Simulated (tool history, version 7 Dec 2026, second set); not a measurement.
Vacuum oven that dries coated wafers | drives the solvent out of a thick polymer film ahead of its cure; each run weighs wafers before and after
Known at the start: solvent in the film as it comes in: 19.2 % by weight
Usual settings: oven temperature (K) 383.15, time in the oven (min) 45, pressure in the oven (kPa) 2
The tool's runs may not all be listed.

{"run": 1, "hour": 0.0, "oven temperature (K)": 383.15, "time in the oven (min)": 45, "pressure in the oven (kPa)": 2, "solvent left in the film (%)": 1.86}
{"run": 2, "hour": 31.4, "oven temperature (K)": 383.15, "time in the oven (min)": 45, "pressure in the oven (kPa)": 2, "solvent left in the film (%)": 1.83}
{"run": 3, "hour": 82.3, "oven temperature (K)": 383.15, "time in the oven (min)": 45, "pressure in the oven (kPa)": 2, "solvent left in the film (%)": 1.83}
{"run": 4, "hour": 135.1, "oven temperature (K)": 383.15, "time in the oven (min)": 45, "pressure in the oven (kPa)": 3.62, "solvent left in the film (%)": 2.14}
{"run": 5, "hour": 198.0, "oven temperature (K)": 383.15, "time in the oven (min)": 45, "pressure in the oven (kPa)": 3.62, "solvent left in the film (%)": 2.1}
{"run": 6, "hour": 250.4, "oven temperature (K)": 383.15, "time in the oven (min)": 45, "pressure in the oven (kPa)": 3.62, "solvent left in the film (%)": 2.09}
{"run": 7, "hour": 290.5, "oven temperature (K)": 383.15, "time in the oven (min)": 45, "pressure in the oven (kPa)": 3.62, "solvent left in the film (%)": 2.1}
{"run": 8, "hour": 354.1, "oven temperature (K)": 383.15, "time in the oven (min)": 23, "pressure in the oven (kPa)": 4.75, "solvent left in the film (%)": 5.22}
{"run": 9, "hour": 383.1, "oven temperature (K)": 394.15, "time in the oven (min)": 75, "pressure in the oven (kPa)": 2, "solvent left in the film (%)": 0.3}
{"run": 10, "hour": 421.7, "oven temperature (K)": 394.15, "time in the oven (min)": 75, "pressure in the oven (kPa)": 2, "solvent left in the film (%)": 0.32}
{"run": 11, "hour": 480.0, "oven temperature (K)": 383.15, "time in the oven (min)": 25, "pressure in the oven (kPa)": 2, "solvent left in the film (%)": 4.38}

5 ways to go on from here, each from the tool as it stands after run 11. What would each give?
{"run": "A", "hour": 526.8, "oven temperature (K)": 378.15, "time in the oven (min)": 25, "pressure in the oven (kPa)": 5.55, "solvent left in the film (%)": "?"}
{"run": "B", "hour": 526.8, "oven temperature (K)": 380.15, "time in the oven (min)": 74, "pressure in the oven (kPa)": 1.93, "solvent left in the film (%)": "?"}
{"run": "C", "hour": 526.8, "oven temperature (K)": 390.15, "time in the oven (min)": 47, "pressure in the oven (kPa)": 2, "solvent left in the film (%)": "?"}
{"run": "D", "hour": 526.8, "oven temperature (K)": 383.15, "time in the oven (min)": 23, "pressure in the oven (kPa)": 1.47, "solvent left in the film (%)": "?"}
{"run": "E", "hour": 526.8, "oven temperature (K)": 388.15, "time in the oven (min)": 36, "pressure in the oven (kPa)": 3.08, "solvent left in the film (%)": "?"}

run=A solvent_left_in_the_film_(%)=6.27
run=B solvent_left_in_the_film_(%)=0.93
run=C solvent_left_in_the_film_(%)=0.81
run=D solvent_left_in_the_film_(%)=4.73
run=E solvent_left_in_the_film_(%)=1.87
Without the tool's hidden state the same runs would have given:
run=A solvent_left_in_the_film_(%)=6.6
run=B solvent_left_in_the_film_(%)=0.99
run=C solvent_left_in_the_film_(%)=0.89
run=D solvent_left_in_the_film_(%)=5.04
run=E solvent_left_in_the_film_(%)=2.05
